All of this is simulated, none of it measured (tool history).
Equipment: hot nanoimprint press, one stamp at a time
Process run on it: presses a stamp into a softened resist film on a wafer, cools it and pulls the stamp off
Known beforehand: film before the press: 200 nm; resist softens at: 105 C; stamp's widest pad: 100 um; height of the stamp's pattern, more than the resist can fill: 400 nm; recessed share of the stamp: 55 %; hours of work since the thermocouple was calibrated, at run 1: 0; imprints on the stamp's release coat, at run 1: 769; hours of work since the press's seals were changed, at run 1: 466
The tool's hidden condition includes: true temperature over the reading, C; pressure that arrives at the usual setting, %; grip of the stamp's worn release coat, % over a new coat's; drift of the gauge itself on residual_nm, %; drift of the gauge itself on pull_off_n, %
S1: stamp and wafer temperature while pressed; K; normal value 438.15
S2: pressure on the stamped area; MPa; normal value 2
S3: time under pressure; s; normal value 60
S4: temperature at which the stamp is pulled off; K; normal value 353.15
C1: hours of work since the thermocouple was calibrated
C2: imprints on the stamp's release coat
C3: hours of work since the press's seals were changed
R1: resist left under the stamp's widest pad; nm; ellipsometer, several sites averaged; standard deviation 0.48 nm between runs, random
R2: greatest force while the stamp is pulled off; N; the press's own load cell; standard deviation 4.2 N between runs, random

run,hour,S1,S2,S3,S4,C1,C2,C3,R1,R2
1,0,438.15,2,60,353.15,0,769,466,85.3,249
2,14.1,438.15,2,60,353.15,10,802,476,86.4,248
3,28.5,438.15,2,60,353.15,20,835,486,85.7,253
4,45.7,438.15,2,60,353.15,33,874,499,85.7,256
5,58,438.15,1.65,60,353.15,41,902,508,93.9,253
6,70.6,438.15,2,58,353.15,51,931,517,85.8,258
7,79.3,439.15,2,58,353.15,57,951,523,82.4,255
8,88.3,445.15,2,58,353.15,63,972,529,62.1,259
9,105,438.15,2,42,353.15,75,1010,541,96.6,261
10,125.3,438.15,2.61,42,353.15,90,1056,556,86.6,260
11,140.9,426.15,1.65,34,353.15,101,1092,567,164.9,262
12,151.4,442.15,1.31,60,353.15,108,1116,574,85.4,257
13,161.9,442.15,1.31,60,353.15,116,1140,582,85.4,260
14,174.7,436.15,1.31,75,348.15,125,1169,591,102.2,276
15,188.8,436.15,1.31,75,348.15,135,1202,601,101.2,284
16,209.2,426.15,2,60,353.15,150,1248,616,141.5,269
17,227,443.15,2,116,353.15,163,1289,629,50,276

Measured less the same run without the tool's hidden state. The same run-to-run variation is in both; the gauge's scatter may not be:
run,R1,R2
1,+0.6,+41
2,+0.4,+42
3,+0.3,+44
4,+0.2,+46
5,-0.2,+48
6,-0.1,+49
7,-0.2,+49
8,+0,+51
9,-0.4,+53
10,-0.2,+55
11,-1.1,+57
12,-1.2,+56
13,-1.3,+58
14,-1.8,+62
15,-1.9,+66
16,-2,+65
17,-0.8,+68
